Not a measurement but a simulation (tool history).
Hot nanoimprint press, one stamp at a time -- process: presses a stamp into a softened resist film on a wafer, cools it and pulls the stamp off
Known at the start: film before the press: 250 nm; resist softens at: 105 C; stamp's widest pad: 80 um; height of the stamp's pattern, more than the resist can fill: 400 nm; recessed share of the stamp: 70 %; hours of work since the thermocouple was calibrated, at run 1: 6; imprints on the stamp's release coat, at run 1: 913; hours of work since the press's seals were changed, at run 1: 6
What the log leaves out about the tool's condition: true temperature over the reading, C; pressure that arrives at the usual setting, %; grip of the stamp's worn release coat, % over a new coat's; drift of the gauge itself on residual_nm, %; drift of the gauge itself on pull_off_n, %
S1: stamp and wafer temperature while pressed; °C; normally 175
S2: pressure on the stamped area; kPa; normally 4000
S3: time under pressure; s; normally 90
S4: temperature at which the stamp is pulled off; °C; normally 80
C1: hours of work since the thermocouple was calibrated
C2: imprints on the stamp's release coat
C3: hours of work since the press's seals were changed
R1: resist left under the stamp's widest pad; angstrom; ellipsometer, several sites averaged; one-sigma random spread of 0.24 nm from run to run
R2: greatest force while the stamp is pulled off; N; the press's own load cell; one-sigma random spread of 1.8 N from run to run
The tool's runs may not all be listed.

run     day   S1    S2   S3  S4   C1    C2   C3    R1   R2
  1   0.000  175  4000   90  80    6   913    6  1155  189
  2   0.442  175  4000   90  80   14   964   14  1153  188
  3   1.121  175  4000   90  80   25  1043   25  1150  191
  4   1.417  175  4000   90  80   30  1078   30  1159  192
      1.883  -- stamp cleaned and given a new release coat
  5   2.129  175  4000   90  80   38    29   38  1154  171
  6   2.492  175  4000  142  80   44    71   44   977  175
  7   2.788  175  4000  142  80   49   105   49   977  174
  8   3.154  175  4000   90  80   56   148   56  1156  175
  9   3.525  175  5570   90  80   62   191   62   978  178
 10   4.133  175  5420   90  80   72   261   72   989  179
 11   4.512  175  5420   90  80   79   305   79   985  180
 12   4.829  175  4000   90  80   84   342   84  1148  180
 13   5.208  175  5230   61  70   90   386   90  1163  212
 14   5.608  170  4280   90  71   97   433   97  1286  208
 15   6.196  175  4000   59  69  107   501  107  1328  216
 16   6.779  169  4000  138  80  117   569  117  1185  184
 17   7.338  178  4000   90  80  126   634  126  1053  184
 18   7.933  178  4000   90  86  137   703  137  1059  166
 19   8.562  178  4000   90  86  147   776  147  1057  160
 20   9.004  183  3900   94  73  155   827  155   921  213
 21   9.446  173  6260  101  86  162   879  162   929  164
 22   9.954  181  5170   71  71  171   938  171   927  218
 23  10.454  171  4180   71  71  179   996  179  1355  223
 24  10.846  175  4000   68  87  186  1041  186  1262  162

Consider 4 possible next runs. They are alternatives, not a sequence: every one starts from the tool as it was left by run 24. What does each give?
     11.642  -- stamp cleaned and given a new release coat
  A  11.642  172  4000  176  86  195   0  195   ?   ?
     11.642  -- stamp cleaned and given a new release coat
  B  11.642  176  4000   68  70  195   0  195   ?   ?
     11.642  -- stamp cleaned and given a new release coat
  C  11.642  175  4420  102  81  195   0  195   ?   ?
     11.642  -- stamp cleaned and given a new release coat
  D  11.642  166  4550   52  80  195   0  195   ?   ?

run    R1   R2
  A   983  151
  B  1225  203
  C  1040  167
  D  1640  172
With the hidden condition removed and each run's random variation left untouched, the same runs would have given:
run    R1   R2
  A  1000  153
  B  1242  206
  C  1056  169
  D  1662  174
